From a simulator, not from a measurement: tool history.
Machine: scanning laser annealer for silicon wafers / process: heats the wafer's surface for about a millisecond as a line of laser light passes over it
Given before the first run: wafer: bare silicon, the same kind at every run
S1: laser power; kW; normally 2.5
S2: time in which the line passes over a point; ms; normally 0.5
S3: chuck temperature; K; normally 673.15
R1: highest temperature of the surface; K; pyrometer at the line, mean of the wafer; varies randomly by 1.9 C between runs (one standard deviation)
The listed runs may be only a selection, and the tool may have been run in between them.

run,day,S1,S2,S3,R1
1,0,2.5,0.5,673.15,1494.15
2,0.192,2.5,0.359,673.15,1367.15
3,0.608,2.5,0.424,673.15,1429.15
4,0.867,2.5,0.617,673.15,1582.15
5,1.254,2.5,0.5,673.15,1492.15
6,1.512,2.5,0.5,673.15,1496.15
7,1.725,2.5,0.573,673.15,1550.15
8,2.158,2.5,0.573,673.15,1551.15
9,2.388,2.5,0.573,673.15,1550.15
# day 2.742: window over the wafer cleaned
10,2.771,2.5,0.573,673.15,1569.15
11,3.125,2.5,0.573,673.15,1569.15
12,3.471,2.5,0.383,694.15,1427.15
13,3.796,2.5,0.5,702.15,1540.15
14,4.2,2.5,0.375,705.15,1431.15
15,4.621,2.503,0.419,705.15,1470.15
16,4.929,2.503,0.51,645.15,1492.15
17,5.133,2.5,0.591,673.15,1578.15
18,5.408,2.5,0.572,673.15,1565.15
19,5.792,2.5,0.572,673.15,1565.15
20,5.988,2.5,0.5,645.15,1475.15

Some steps in R1, run to run, broken into two amounts with sign: the step expected even without the hidden condition (settings, incoming material, random variation), and the rest, left for the hidden condition together with whatever gauge scatter is not in both the measured and the hidden-condition-free result:
The tool's hidden condition here consists of: light that passes the window, % of a clean one's; laser's true power over the reading, %; width of the line over the set one, %; drift of the gauge itself on peak_c, C.
Run 3 -> 4: S2 0.424 -> 0.617. R1 +153 K: hidden state -5, all else +158.
Run 9 -> 10: window over the wafer cleaned. R1 +19 K: hidden state +20, all else -1.
Run 11 -> 12: S2 0.573 -> 0.383, S3 673.15 -> 694.15. R1 -142 K: hidden state +1, all else -143.

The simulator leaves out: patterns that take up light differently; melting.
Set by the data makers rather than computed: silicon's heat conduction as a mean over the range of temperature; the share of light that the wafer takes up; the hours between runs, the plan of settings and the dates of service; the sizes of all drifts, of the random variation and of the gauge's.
